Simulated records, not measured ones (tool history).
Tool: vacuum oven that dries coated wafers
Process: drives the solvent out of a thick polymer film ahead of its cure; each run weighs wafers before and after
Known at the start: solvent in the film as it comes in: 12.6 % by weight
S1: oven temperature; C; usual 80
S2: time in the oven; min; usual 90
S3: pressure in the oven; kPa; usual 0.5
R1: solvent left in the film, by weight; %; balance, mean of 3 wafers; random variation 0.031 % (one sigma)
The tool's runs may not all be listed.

run 1 hour=0 | S1=80 S2=90 S3=0.5 | R1=2.06
run 2 hour=10.9 | S1=80 S2=90 S3=0.5 | R1=2.06
run 3 hour=23.3 | S1=80 S2=90 S3=0.5 | R1=2.11
run 4 hour=31.7 | S1=80 S2=130 S3=0.5 | R1=1.14
run 5 hour=45 | S1=78 S2=90 S3=0.5 | R1=2.33
run 6 hour=57.8 | S1=78 S2=47 S3=0.5 | R1=4.67
run 7 hour=67.1 | S1=78 S2=47 S3=0.5 | R1=4.66
run 8 hour=80.3 | S1=80 S2=90 S3=0.5 | R1=2
run 9 hour=94.1 | S1=80 S2=90 S3=0.657 | R1=2.15
run 10 hour=106 | S1=80 S2=90 S3=1.093 | R1=2.41
run 11 hour=117.7 | S1=80 S2=90 S3=1.093 | R1=2.36
run 12 hour=130.3 | S1=80 S2=90 S3=1.093 | R1=2.35
run 13 hour=141.3 | S1=80 S2=152 S3=0.5 | R1=0.88
run 14 hour=149.6 | S1=80 S2=47 S3=0.5 | R1=4.32
run 15 hour=156 | S1=80 S2=124 S3=0.882 | R1=1.43
run 16 hour=162.8 | S1=80 S2=124 S3=0.882 | R1=1.38
run 17 hour=173.7 | S1=68 S2=65 S3=0.5 | R1=5.3
-- hour=176.7 oven's thermocouples calibrated
run 18 hour=184.2 | S1=68 S2=159 S3=0.5 | R1=2.32
run 19 hour=191.4 | S1=68 S2=159 S3=0.5 | R1=2.3
run 20 hour=199 | S1=68 S2=159 S3=0.5 | R1=2.36
run 21 hour=213 | S1=80 S2=86 S3=0.269 | R1=2.12
run 22 hour=220.4 | S1=80 S2=46 S3=0.394 | R1=4.42
run 23 hour=233.3 | S1=80 S2=46 S3=0.394 | R1=4.39
-- hour=246.5 oven's thermocouples calibrated, once more
run 24 hour=248.8 | S1=80 S2=65 S3=0.837 | R1=3.32
run 25 hour=263.3 | S1=81 S2=54 S3=1.02 | R1=3.89
run 26 hour=271.5 | S1=81 S2=54 S3=1.02 | R1=3.86
run 27 hour=278 | S1=69 S2=131 S3=1.02 | R1=3.07

Forecast each of these 5 alternatives for the next run:
run A hour=288.3 | S1=89 S2=89 S3=0.621 | R1=?
run B hour=288.3 | S1=73 S2=139 S3=1.153 | R1=?
run C hour=288.3 | S1=94 S2=90 S3=0.342 | R1=?
run D hour=288.3 | S1=69 S2=118 S3=1.02 | R1=?
run E hour=288.3 | S1=84 S2=119 S3=1.222 | R1=?

run=A R1=1.05
run=B R1=2.37
run=C R1=0.56
run=D R1=3.43
run=E R1=1.24
Without the tool's hidden state the same runs would have given:
run=A R1=0.99
run=B R1=2.26
run=C R1=0.51
run=D R1=3.32
run=E R1=1.17
